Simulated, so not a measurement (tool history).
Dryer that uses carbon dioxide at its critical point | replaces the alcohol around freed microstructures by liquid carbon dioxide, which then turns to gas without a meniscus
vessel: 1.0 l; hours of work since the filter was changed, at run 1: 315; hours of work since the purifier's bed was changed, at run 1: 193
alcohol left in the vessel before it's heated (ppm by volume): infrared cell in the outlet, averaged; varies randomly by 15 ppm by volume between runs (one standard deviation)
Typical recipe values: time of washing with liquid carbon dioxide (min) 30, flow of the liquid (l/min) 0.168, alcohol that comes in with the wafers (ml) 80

run,hour,time of washing with liquid carbon dioxide (min),flow of the liquid (l/min),alcohol that comes in with the wafers (ml),hours of work since the filter was changed,hours of work since the purifier's bed was changed,alcohol left in the vessel before it's heated (ppm by volume)
1,0.0,30,0.168,80,315,193,1799
2,33.0,30,0.278,80,335,212,211
3,61.0,30,0.278,80,351,229,211
4,83.1,30,0.278,80,364,242,229
# hour 92.4: inlet filter changed
5,110.2,21,0.168,80,11,257,3785
6,133.1,21,0.168,80,24,271,3831
7,157.3,38,0.168,39,38,285,201
8,185.1,38,0.168,40,55,302,213
9,210.5,21,0.120,80,70,317,9009
10,236.2,21,0.120,80,85,332,9396
11,257.9,20,0.102,47,98,344,8208

Here are 5 independent what-if runs from the current tool condition. What would each one return?
A,284.9,23,0.168,80,114,360,?
B,284.9,30,0.168,36,114,360,?
C,284.9,47,0.158,68,114,360,?
D,284.9,20,0.120,53,114,360,?
E,284.9,38,0.135,47,114,360,?

run,alcohol left in the vessel before it's heated (ppm by volume)
A,3330
B,597
C,187
D,7193
E,685
Without the tool's unlogged condition, the same runs would have read:
run,alcohol left in the vessel before it's heated (ppm by volume)
A,2774
B,444
C,103
D,6427
E,512
